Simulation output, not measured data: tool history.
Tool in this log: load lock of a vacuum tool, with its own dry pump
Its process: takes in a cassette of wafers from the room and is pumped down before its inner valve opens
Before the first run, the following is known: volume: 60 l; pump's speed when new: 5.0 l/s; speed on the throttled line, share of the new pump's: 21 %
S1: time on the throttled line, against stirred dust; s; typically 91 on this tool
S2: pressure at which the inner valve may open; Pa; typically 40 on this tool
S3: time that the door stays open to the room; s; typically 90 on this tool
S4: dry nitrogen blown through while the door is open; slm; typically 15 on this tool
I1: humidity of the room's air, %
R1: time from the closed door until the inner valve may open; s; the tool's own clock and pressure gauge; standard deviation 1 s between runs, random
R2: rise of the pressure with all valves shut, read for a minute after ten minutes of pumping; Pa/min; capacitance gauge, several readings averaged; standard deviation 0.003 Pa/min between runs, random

run 1 hour=0 | S1=91 S2=40 S3=90 S4=15 | I1=48.7 | R1=172.7 R2=0.159
run 2 hour=132.9 | S1=91 S2=40 S3=90 S4=15 | I1=45.5 | R1=172.1 R2=0.163
run 3 hour=304.8 | S1=101 S2=40 S3=90 S4=15 | I1=46.3 | R1=182.4 R2=0.169
run 4 hour=407.4 | S1=91 S2=40 S3=90 S4=15 | I1=45.7 | R1=171.5 R2=0.172
run 5 hour=581.1 | S1=91 S2=40 S3=90 S4=15 | I1=44.7 | R1=174.5 R2=0.175
run 6 hour=709.4 | S1=91 S2=40 S3=90 S4=15 | I1=43.4 | R1=173.2 R2=0.178
run 7 hour=798 | S1=91 S2=31 S3=90 S4=15 | I1=46.7 | R1=178 R2=0.178
run 8 hour=935.3 | S1=91 S2=31 S3=90 S4=15 | I1=44.2 | R1=177.7 R2=0.184
run 9 hour=1067.6 | S1=91 S2=31 S3=90 S4=15 | I1=41.3 | R1=179.3 R2=0.187
run 10 hour=1147.3 | S1=91 S2=40 S3=90 S4=15 | I1=47.2 | R1=174 R2=0.199
run 11 hour=1223 | S1=91 S2=40 S3=90 S4=15 | I1=49.8 | R1=175.4 R2=0.199
run 12 hour=1349.2 | S1=91 S2=40 S3=90 S4=15 | I1=49.4 | R1=175.4 R2=0.207
run 13 hour=1520.3 | S1=91 S2=40 S3=188 S4=12 | I1=42 | R1=174 R2=0.219
run 14 hour=1637.8 | S1=91 S2=40 S3=188 S4=5 | I1=42.8 | R1=175.1 R2=0.226
run 15 hour=1783.4 | S1=106 S2=35 S3=165 S4=6 | I1=41.5 | R1=188.1 R2=0.235
run 16 hour=1876 | S1=106 S2=35 S3=165 S4=6 | I1=43.8 | R1=188.7 R2=0.241
run 17 hour=2046.4 | S1=106 S2=33 S3=143 S4=6 | I1=47.4 | R1=190.7 R2=0.253
run 18 hour=2179 | S1=144 S2=29 S3=89 S4=44 | I1=47.3 | R1=221.5 R2=0.226
run 19 hour=2322.2 | S1=91 S2=55 S3=90 S4=11 | I1=44.4 | R1=173.7 R2=0.244
run 20 hour=2428.6 | S1=91 S2=40 S3=90 S4=16 | I1=46.2 | R1=177.3 R2=0.24
run 21 hour=2505.1 | S1=148 S2=40 S3=30 S4=42 | I1=46.9 | R1=220 R2=0.231
run 22 hour=2670.6 | S1=100 S2=62 S3=146 S4=44 | I1=45.7 | R1=176.7 R2=0.245

Predict each of these 5 candidate next runs independently; none follows another, all start after run 22:
run A hour=2820.2 | S1=59 S2=62 S3=146 S4=44 | I1=46.2 | R1=? R2=?
run B hour=2820.2 | S1=91 S2=36 S3=90 S4=15 | I1=46.5 | R1=? R2=?
run C hour=2820.2 | S1=91 S2=40 S3=112 S4=15 | I1=46 | R1=? R2=?
run D hour=2820.2 | S1=100 S2=42 S3=146 S4=8 | I1=46 | R1=? R2=?
run E hour=2820.2 | S1=91 S2=58 S3=90 S4=15 | I1=47.7 | R1=? R2=?

run=A R1=145.2 R2=0.254
run=B R1=177.6 R2=0.262
run=C R1=175.8 R2=0.255
run=D R1=183.6 R2=0.272
run=E R1=171.5 R2=0.257
The same runs, with their run-to-run variation unchanged, on a tool lacking any hidden condition would have given:
run=A R1=134.1 R2=0.029
run=B R1=166.5 R2=0.037
run=C R1=165 R2=0.033
run=D R1=173 R2=0.048
run=E R1=161.2 R2=0.035
